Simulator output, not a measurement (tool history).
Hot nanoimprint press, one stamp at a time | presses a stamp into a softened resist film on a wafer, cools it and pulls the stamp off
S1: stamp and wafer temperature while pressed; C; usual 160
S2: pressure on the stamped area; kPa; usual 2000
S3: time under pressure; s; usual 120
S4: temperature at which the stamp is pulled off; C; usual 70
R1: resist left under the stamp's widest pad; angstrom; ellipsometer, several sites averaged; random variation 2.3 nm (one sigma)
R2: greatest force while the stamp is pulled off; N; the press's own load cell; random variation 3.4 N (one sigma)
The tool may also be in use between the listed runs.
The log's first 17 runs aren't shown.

run     day   S1    S2   S3  S4    R1   R2
 18  13.629  162  2000  120  70  3381  165
 19  14.488  162  2000  120  70  3391  161
 20  14.983  169  1350  186  70  2670  167
 21  16.067  169  1350  186  70  2704  164
 22  17.175  160  1310  120  70  4551  167
 23  17.638  160  1310  120  70  4546  161
 24  18.425  160  2000   90  72  4072  157
 25  19.204  167  1390   90  65  3599  186
     19.562  -- plate thermocouple calibrated
     20.042  -- stamp cleaned and given a new release coat
 26  20.042  163  1300  136  65  3891  179
 27  20.650  163  1300  136  65  3915  179
 28  21.417  163  1300  136  65  3923  183
 29  22.196  171  2500  171  63  1764  186
 30  22.796  160  2780  171  73  2776  157

Forecast each of these 4 alternatives for the next run:
  A  23.725  171  2000  120  75   ?   ?
  B  23.725  160  2780  171  73   ?   ?
  C  23.725  162  2000  120  70   ?   ?
  D  23.725  160  2640  120  70   ?   ?

run    R1   R2
  A  2296  145
  B  2774  148
  C  3428  161
  D  3201  164
Without the tool's hidden state the same runs would have given:
run    R1   R2
  A  2294  145
  B  2770  147
  C  3425  160
  D  3198  164
